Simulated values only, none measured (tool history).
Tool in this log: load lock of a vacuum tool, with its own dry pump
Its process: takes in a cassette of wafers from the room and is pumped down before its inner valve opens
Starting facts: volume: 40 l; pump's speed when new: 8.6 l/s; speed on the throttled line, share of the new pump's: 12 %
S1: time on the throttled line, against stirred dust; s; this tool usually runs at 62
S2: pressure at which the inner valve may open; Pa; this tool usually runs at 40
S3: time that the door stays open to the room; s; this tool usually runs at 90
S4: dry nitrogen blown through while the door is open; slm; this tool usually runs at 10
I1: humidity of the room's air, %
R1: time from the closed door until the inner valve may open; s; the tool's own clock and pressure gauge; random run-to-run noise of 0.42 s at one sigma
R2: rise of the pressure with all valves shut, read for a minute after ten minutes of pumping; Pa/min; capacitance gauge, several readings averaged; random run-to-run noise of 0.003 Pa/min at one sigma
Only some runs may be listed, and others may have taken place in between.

run	hour	S1	S2	S3	S4	I1	R1	R2
1	0.0	62	40	90	10	45.7	98.6	0.063
2	114.0	62	40	90	10	49.7	97.7	0.057
3	207.3	62	40	90	10	44.9	97.0	0.056
4	322.1	62	40	90	10	45.1	98.2	0.056
5	422.3	62	40	90	10	41.5	98.1	0.059
6	553.1	62	40	90	10	48.6	98.4	0.067
7	611.0	62	40	90	9	43.7	98.5	0.068
8	667.9	62	40	90	10	45.8	98.3	0.074
9	732.2	62	40	90	10	46.6	98.1	0.066
10	794.6	62	40	90	10	43.7	98.0	0.066
11	927.6	62	40	142	35	45.2	98.4	0.048
12	986.1	62	40	142	35	44.7	97.5	0.050
13	1043.1	62	40	142	35	46.8	98.8	0.047
14	1160.2	62	40	142	35	48.3	98.0	0.049
15	1245.6	62	40	124	10	44.2	99.5	0.076
16	1318.9	42	40	192	10	46.6	81.8	0.086

Pick out some run-to-run changes in R1. Of each, how much would a tool without hidden state show as well, from the settings, what came in and chance, and how much is left for the hidden state and any gauge scatter not in both results compared?
Hidden state present: pump's speed, % of a new pump's; leak at the door's seal, Pa l/s; drift of the gauge itself on ready_s, %; drift of the gauge itself on rise_pa_min, %.
Run 15 -> 16: S1 62 -> 42, S3 124 -> 192. R1 -17.7 s: hidden state +0.6, all else -18.3.
